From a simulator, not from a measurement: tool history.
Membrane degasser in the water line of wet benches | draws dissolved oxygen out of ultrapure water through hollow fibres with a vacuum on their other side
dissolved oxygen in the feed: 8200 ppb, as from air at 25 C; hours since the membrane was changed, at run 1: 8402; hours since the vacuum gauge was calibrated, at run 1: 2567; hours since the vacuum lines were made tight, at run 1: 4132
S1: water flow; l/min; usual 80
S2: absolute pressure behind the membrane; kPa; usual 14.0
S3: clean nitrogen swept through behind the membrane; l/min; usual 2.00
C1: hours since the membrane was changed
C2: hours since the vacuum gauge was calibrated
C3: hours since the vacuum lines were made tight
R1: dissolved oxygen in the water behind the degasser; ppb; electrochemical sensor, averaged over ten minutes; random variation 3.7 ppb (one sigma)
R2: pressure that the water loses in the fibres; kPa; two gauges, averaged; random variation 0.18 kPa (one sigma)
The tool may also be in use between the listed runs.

Run 1, day 0.000: usual settings; C1 8402; C2 2567; C3 4132. Result: R1 809.4 ppb, R2 38.02 kPa.
Run 2, day 6.150: usual settings; C1 8550; C2 2714; C3 4279. Result: R1 809.1 ppb, R2 38.28 kPa.
Run 3, day 15.142: usual settings; C1 8766; C2 2930; C3 4495. Result: R1 814.2 ppb, R2 38.02 kPa.
At day 17.421: seals of the vacuum lines changed.
Run 4, day 25.704: usual settings; C1 9017; C2 3181; C3 199. Result: R1 804.2 ppb, R2 37.83 kPa.
Run 5, day 37.900: usual settings; C1 9310; C2 3474; C3 491. Result: R1 810.2 ppb, R2 38.49 kPa.
Run 6, day 48.467: usual settings; C1 9563; C2 3728; C3 745. Result: R1 817.8 ppb, R2 38.43 kPa.
At day 59.325: membrane cartridge changed.
Run 7, day 60.550: usual settings; C1 29; C2 4014; C3 1031. Result: R1 806.6 ppb, R2 33.76 kPa.
Run 8, day 70.233: usual settings; C1 262; C2 4246; C3 1263. Result: R1 812.6 ppb, R2 34.14 kPa.
Run 9, day 83.017: usual settings; C1 569; C2 4553; C3 1570. Result: R1 813.6 ppb, R2 34.61 kPa.
Run 10, day 90.346: usual settings but S2 9.5 kPa; C1 744; C2 4729; C3 1746. Result: R1 496.5 ppb, R2 34.77 kPa.
Run 11, day 102.679: usual settings but S2 9.7 kPa; C1 1040; C2 5025; C3 2042. Result: R1 514.2 ppb, R2 34.35 kPa.
Run 12, day 107.983: usual settings but S2 9.7 kPa; C1 1168; C2 5152; C3 2169. Result: R1 511.3 ppb, R2 34.54 kPa.
Run 13, day 114.804: usual settings but S2 9.7 kPa; C1 1331; C2 5316; C3 2333. Result: R1 512.2 ppb, R2 34.44 kPa.
Run 14, day 124.988: usual settings but S1 48 l/min, S2 9.7 kPa; C1 1576; C2 5560; C3 2578. Result: R1 339.7 ppb, R2 20.75 kPa.
Run 15, day 135.138: usual settings but S3 1.94 l/min; C1 1819; C2 5804; C3 2821. Result: R1 831.6 ppb, R2 34.87 kPa.
Run 16, day 144.725: usual settings but S2 33.2 kPa; C1 2050; C2 6034; C3 3051. Result: R1 1931.8 ppb, R2 34.92 kPa.
Run 17, day 156.750: usual settings but S2 10.1 kPa, S3 5.53 l/min; C1 2338; C2 6323; C3 3340. Result: R1 235.4 ppb, R2 35.14 kPa.
Run 18, day 166.754: usual settings but S1 117 l/min, S2 23.6 kPa, S3 4.88 l/min; C1 2578; C2 6563; C3 3580. Result: R1 974.4 ppb, R2 51.46 kPa.
Run 19, day 172.321: usual settings but S1 117 l/min, S2 23.6 kPa, S3 4.88 l/min; C1 2712; C2 6696; C3 3714. Result: R1 978.5 ppb, R2 51.51 kPa.
Run 20, day 184.688: usual settings but S1 117 l/min, S2 23.6 kPa, S3 4.88 l/min; C1 3009; C2 6993; C3 4010. Result: R1 983.9 ppb, R2 51.41 kPa.
Run 21, day 195.767: usual settings but S1 59 l/min, S3 4.35 l/min; C1 3275; C2 7259; C3 4276. Result: R1 336.6 ppb, R2 25.84 kPa.
Run 22, day 204.088: usual settings but S2 13.0 kPa, S3 2.84 l/min; C1 3474; C2 7459; C3 4476. Result: R1 576.7 ppb, R2 35.59 kPa.
At day 207.050: seals of the vacuum lines changed.
At day 210.312: vacuum gauge calibrated.
Run 23, day 210.312: usual settings but S1 112 l/min, S2 12.9 kPa, S3 3.13 l/min; C1 3621; C2 0; C3 78. Result: R1 680.0 ppb, R2 50.50 kPa.
Run 24, day 218.000: usual settings but S1 100 l/min, S2 31.0 kPa; C1 3806; C2 185; C3 262. Result: R1 2105.0 ppb, R2 44.72 kPa.
Run 25, day 226.850: usual settings but S1 120 l/min, S2 33.2 kPa, S3 2.18 l/min; C1 4018; C2 397; C3 475. Result: R1 2396.7 ppb, R2 53.74 kPa.
Run 26, day 236.458: usual settings but S1 57 l/min, S2 33.2 kPa, S3 2.18 l/min; C1 4249; C2 628; C3 705. Result: R1 1433.3 ppb, R2 25.78 kPa.
Run 27, day 248.121: usual settings but S1 57 l/min, S2 33.2 kPa, S3 2.18 l/min; C1 4529; C2 907; C3 985. Result: R1 1441.0 ppb, R2 25.60 kPa.
Run 28, day 257.008: usual settings but S1 53 l/min, S2 22.4 kPa, S3 2.18 l/min; C1 4742; C2 1121; C3 1198. Result: R1 928.8 ppb, R2 24.15 kPa.
Run 29, day 263.762: usual settings but S1 53 l/min, S2 22.4 kPa, S3 2.18 l/min; C1 4904; C2 1283; C3 1361. Result: R1 917.9 ppb, R2 23.89 kPa.
Run 30, day 268.979: usual settings but S1 72 l/min, S2 15.1 kPa, S3 2.89 l/min; C1 5029; C2 1408; C3 1486. Result: R1 605.3 ppb, R2 32.69 kPa.
Run 31, day 280.733: usual settings but S1 75 l/min, S2 9.5 kPa, S3 2.89 l/min; C1 5311; C2 1690; C3 1768. Result: R1 348.2 ppb, R2 34.10 kPa.

3 ways to go on from here, each from the tool as it stands after run 31. What would each give?
Run A, day 286.775: usual settings but S1 123 l/min, S2 15.7 kPa, S3 2.89 l/min; C1 5456; C2 1835; C3 1913. Result: R1 ?, R2 ?.
Run B, day 286.775: usual settings but S1 92 l/min, S2 13.8 kPa, S3 0.94 l/min; C1 5456; C2 1835; C3 1913. Result: R1 ?, R2 ?.
Run C, day 286.775: usual settings but S1 117 l/min, S3 2.99 l/min; C1 5456; C2 1835; C3 1913. Result: R1 ?, R2 ?.

run      R1     R2
  A   977.0  56.00
  B  1440.4  42.06
  C   808.4  53.82
Without the tool's hidden state the same runs would have given:
run      R1     R2
  A   963.3  52.30
  B  1428.8  39.28
  C   795.6  50.27

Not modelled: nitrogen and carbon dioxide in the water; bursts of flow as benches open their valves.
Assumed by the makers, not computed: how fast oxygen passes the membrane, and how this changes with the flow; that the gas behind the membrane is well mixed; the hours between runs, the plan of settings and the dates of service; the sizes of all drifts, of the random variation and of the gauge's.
